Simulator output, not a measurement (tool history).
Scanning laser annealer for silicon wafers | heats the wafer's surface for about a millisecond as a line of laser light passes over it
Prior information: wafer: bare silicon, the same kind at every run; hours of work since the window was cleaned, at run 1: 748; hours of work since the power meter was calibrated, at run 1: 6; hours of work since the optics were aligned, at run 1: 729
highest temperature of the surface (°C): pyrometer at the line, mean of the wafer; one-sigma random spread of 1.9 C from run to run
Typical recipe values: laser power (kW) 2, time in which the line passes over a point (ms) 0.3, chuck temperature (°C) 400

| run | hour | laser power (kW) | time in which the line passes over a point (ms) | chuck temperature (°C) | hours of work since the window was cleaned | hours of work since the power meter was calibrated | hours of work since the optics were aligned | highest temperature of the surface (°C) |
|---|---|---|---|---|---|---|---|---|
| 1 | 0 | 2 | 0.3 | 400 | 748 | 6 | 729 | 1051 |
| 2 | 5.7 | 2 | 0.3 | 400 | 751 | 9 | 732 | 1053 |
| 3 | 13.3 | 2 | 0.3 | 400 | 755 | 13 | 736 | 1051 |
| 4 | 21.3 | 2 | 0.3 | 400 | 759 | 18 | 740 | 1050 |
| 5 | 26.7 | 2 | 0.3 | 404 | 762 | 21 | 743 | 1052 |
| 6 | 35.6 | 1.888 | 0.3 | 404 | 767 | 26 | 748 | 1006 |
|  | 40.1 | window over the wafer cleaned |
| 7 | 45.7 | 1.888 | 0.3 | 404 | 3 | 30 | 753 | 1053 |
| 8 | 52.4 | 2 | 0.295 | 400 | 7 | 34 | 756 | 1092 |
| 9 | 59.5 | 2 | 0.295 | 400 | 11 | 38 | 760 | 1090 |
| 10 | 65.7 | 2 | 0.295 | 400 | 14 | 41 | 764 | 1090 |
| 11 | 73.8 | 2 | 0.295 | 400 | 19 | 46 | 768 | 1087 |
| 12 | 79.6 | 2.175 | 0.295 | 400 | 22 | 49 | 771 | 1164 |
|  | 87.6 | optics aligned, line set to its width |
| 13 | 91.7 | 1.875 | 0.3 | 400 | 26 | 53 | 2 | 1057 |
| 14 | 102.6 | 1.875 | 0.3 | 400 | 32 | 59 | 8 | 1054 |
| 15 | 109.8 | 2 | 0.3 | 400 | 36 | 63 | 12 | 1112 |
| 16 | 117 | 2 | 0.3 | 400 | 40 | 67 | 16 | 1108 |
| 17 | 126 | 2.098 | 0.3 | 400 | 45 | 72 | 21 | 1151 |
| 18 | 131.7 | 2 | 0.3 | 421 | 48 | 75 | 24 | 1133 |
| 19 | 142.2 | 2 | 0.3 | 421 | 54 | 81 | 30 | 1133 |
| 20 | 149.4 | 2 | 0.3 | 421 | 57 | 85 | 34 | 1131 |
| 21 | 159.8 | 1.735 | 0.345 | 409 | 63 | 90 | 40 | 1049 |
| 22 | 170.6 | 1.792 | 0.235 | 423 | 69 | 96 | 46 | 968 |
| 23 | 180.7 | 1.792 | 0.328 | 362 | 75 | 102 | 51 | 1006 |
| 24 | 192.4 | 1.972 | 0.328 | 413 | 81 | 108 | 58 | 1142 |
| 25 | 199.5 | 1.82 | 0.328 | 413 | 85 | 112 | 62 | 1069 |
| 26 | 209.2 | 1.82 | 0.296 | 432 | 90 | 117 | 67 | 1059 |
| 27 | 215.2 | 2.115 | 0.212 | 400 | 94 | 121 | 70 | 1032 |
| 28 | 226.2 | 2.115 | 0.212 | 400 | 100 | 127 | 76 | 1038 |
| 29 | 235 | 2 | 0.247 | 400 | 105 | 132 | 81 | 1041 |
| 30 | 240.8 | 2 | 0.248 | 400 | 108 | 135 | 84 | 1042 |
| 31 | 250.7 | 2.06 | 0.295 | 375 | 113 | 140 | 90 | 1101 |
| 32 | 256.8 | 2.06 | 0.295 | 375 | 117 | 144 | 93 | 1101 |
| 33 | 262.5 | 2.1 | 0.37 | 384 | 120 | 147 | 96 | 1216 |
| 34 | 270 | 2.1 | 0.37 | 384 | 124 | 151 | 100 | 1213 |
| 35 | 282.6 | 1.734 | 0.247 | 400 | 131 | 158 | 107 | 933 |

Expected results for the next run?
| 36 | 288.8 | 1.763 | 0.3 | 369 | 134 | 161 | 111 | ? |

highest temperature of the surface (°C): 970
With no hidden state in the tool, this same run would have given highest temperature of the surface (°C) 983.

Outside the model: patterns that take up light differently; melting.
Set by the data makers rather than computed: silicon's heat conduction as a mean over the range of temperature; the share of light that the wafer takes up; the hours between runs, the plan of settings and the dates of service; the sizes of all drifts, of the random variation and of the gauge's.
